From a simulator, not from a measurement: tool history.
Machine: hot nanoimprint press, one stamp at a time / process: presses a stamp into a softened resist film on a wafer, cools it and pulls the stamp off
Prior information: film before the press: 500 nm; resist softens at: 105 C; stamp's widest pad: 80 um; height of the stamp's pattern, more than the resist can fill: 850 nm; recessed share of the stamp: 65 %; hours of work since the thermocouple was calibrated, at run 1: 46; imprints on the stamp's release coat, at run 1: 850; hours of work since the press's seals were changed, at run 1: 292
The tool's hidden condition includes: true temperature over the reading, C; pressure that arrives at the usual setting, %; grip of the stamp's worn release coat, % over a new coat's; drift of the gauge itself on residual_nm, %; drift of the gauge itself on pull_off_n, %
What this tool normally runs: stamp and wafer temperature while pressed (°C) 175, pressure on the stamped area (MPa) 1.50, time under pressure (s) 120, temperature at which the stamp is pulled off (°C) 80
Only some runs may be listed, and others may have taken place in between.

run    hour  stamp and wafer temperature while pressed (°C)  pressure on the stamped area (MPa)  time under pressure (s)  temperature at which the stamp is pulled off (°C)  hours of work since the thermocouple was calibrated  imprints on the stamp's release coat  hours of work since the press's seals were changed  resist left under the stamp's widest pad (angstrom)  greatest force while the stamp is pulled off (N)
  1     0.0                                             175                                1.50                      120                                                 80                                                   46                                   850                                                 292                                                 2347                                               169
  2    97.7                                             175                                1.50                      120                                                 80                                                   97                                  1226                                                 343                                                 2329                                               184
  3   149.2                                             175                                1.50                      120                                                 80                                                  124                                  1425                                                 370                                                 2339                                               189
  4   227.6                                             175                                1.50                      120                                                 80                                                  165                                  1727                                                 411                                                 2338                                               194
  5   283.6                                             175                                1.50                      120                                                 80                                                  194                                  1943                                                 440                                                 2317                                               204
      313.3  -- stamp cleaned and given a new release coat
  6   366.8                                             175                                2.40                      120                                                 80                                                  235                                   206                                                 481                                                 1912                                               150
  7   448.6                                             175                                1.69                      120                                                 80                                                  278                                   522                                                 523                                                 2196                                               158
  8   543.7                                             175                                1.69                      120                                                 80                                                  327                                   888                                                 573                                                 2197                                               172
  9   595.9                                             175                                1.69                      107                                                 80                                                  355                                  1090                                                 600                                                 2292                                               180
      657.0  -- plate thermocouple calibrated
 10   663.2                                             175                                1.69                      107                                                 80                                                    3                                  1338                                                 634                                                 2397                                               196
 11   743.2                                             175                                1.69                      107                                                 80                                                   45                                  1646                                                 676                                                 2389                                               200
 12   833.0                                             175                                1.69                      107                                                 80                                                   92                                  1992                                                 723                                                 2372                                               215
      852.4  -- stamp cleaned and given a new release coat
 13   894.9                                             175                                1.69                      107                                                 80                                                  121                                   164                                                 752                                                 2378                                               149
 14   964.8                                             175                                1.69                      107                                                 80                                                  158                                   433                                                 789                                                 2346                                               157
 15  1017.0                                             175                                1.69                      107                                                 80                                                  185                                   635                                                 816                                                 2366                                               164
 16  1069.8                                             167                                1.50                       84                                                 86                                                  213                                   838                                                 843                                                 3419                                               152
 17  1151.9                                             167                                1.50                       84                                                 86                                                  256                                  1155                                                 886                                                 3435                                               162
 18  1234.4                                             167                                1.45                      151                                                 86                                                  299                                  1473                                                 929                                                 2883                                               170
     1285.0  -- press's hydraulic seals changed and the load cell set to zero
 19  1300.2                                             175                                1.22                      120                                                 80                                                  329                                  1696                                                   8                                                 2481                                               200
 20  1362.3                                             175                                1.37                       77                                                 67                                                  361                                  1935                                                  40                                                 2775                                               249
     1397.5  -- stamp cleaned and given a new release coat
     1421.6  -- plate thermocouple calibrated
 21  1437.9                                             175                                1.45                       69                                                 80                                                    9                                   144                                                  75                                                 2917                                               147
 22  1509.7                                             167                                1.45                       69                                                 76                                                   46                                   421                                                 113                                                 3600                                               176
 23  1578.6                                             167                                1.45                       69                                                 76                                                   82                                   687                                                 149                                                 3611                                               188
 24  1659.0                                             175                                1.63                      139                                                 65                                                  124                                   997                                                 191                                                 2109                                               224
 25  1738.0                                             174                                1.63                      139                                                 65                                                  165                                  1301                                                 232                                                 2179                                               232
 26  1781.3                                             176                                1.92                      194                                                 85                                                  188                                  1468                                                 255                                                 1650                                               171
 27  1856.0                                             166                                1.50                      120                                                 78                                                  227                                  1756                                                 294                                                 3127                                               202
     1938.5  -- stamp cleaned and given a new release coat
 28  1953.2                                             165                                1.98                      120                                                 73                                                  275                                    56                                                 341                                                 2952                                               162
 29  2048.8                                             163                                1.50                      120                                                 87                                                  325                                   425                                                 391                                                 3397                                               142

What if the next run were any one of these 5? Each begins from the tool's condition after run 29:
  A  2106.9                                             175                                1.27                      120                                                 71                                                  355                                   649                                                 422                                                    ?                                                 ?
  B  2106.9                                             177                                1.50                      120                                                 80                                                  355                                   649                                                 422                                                    ?                                                 ?
  C  2106.9                                             166                                1.10                      120                                                 87                                                  355                                   649                                                 422                                                    ?                                                 ?
  D  2106.9                                             175                                1.31                      120                                                 84                                                  355                                   649                                                 422                                                    ?                                                 ?
  E  2106.9                                             170                                1.50                      120                                                 87                                                  355                                   649                                                 422                                                    ?                                                 ?

run  resist left under the stamp's widest pad (angstrom)  greatest force while the stamp is pulled off (N)
  A                                                 2432                                               192
  B                                                 2119                                               164
  C                                                 3373                                               145
  D                                                 2399                                               149
  E                                                 2723                                               139
With no hidden state in the tool, these same runs would have given:
run  resist left under the stamp's widest pad (angstrom)  greatest force while the stamp is pulled off (N)
  A                                                 2525                                               172
  B                                                 2201                                               147
  C                                                 3477                                               131
  D                                                 2490                                               134
  E                                                 2823                                               125
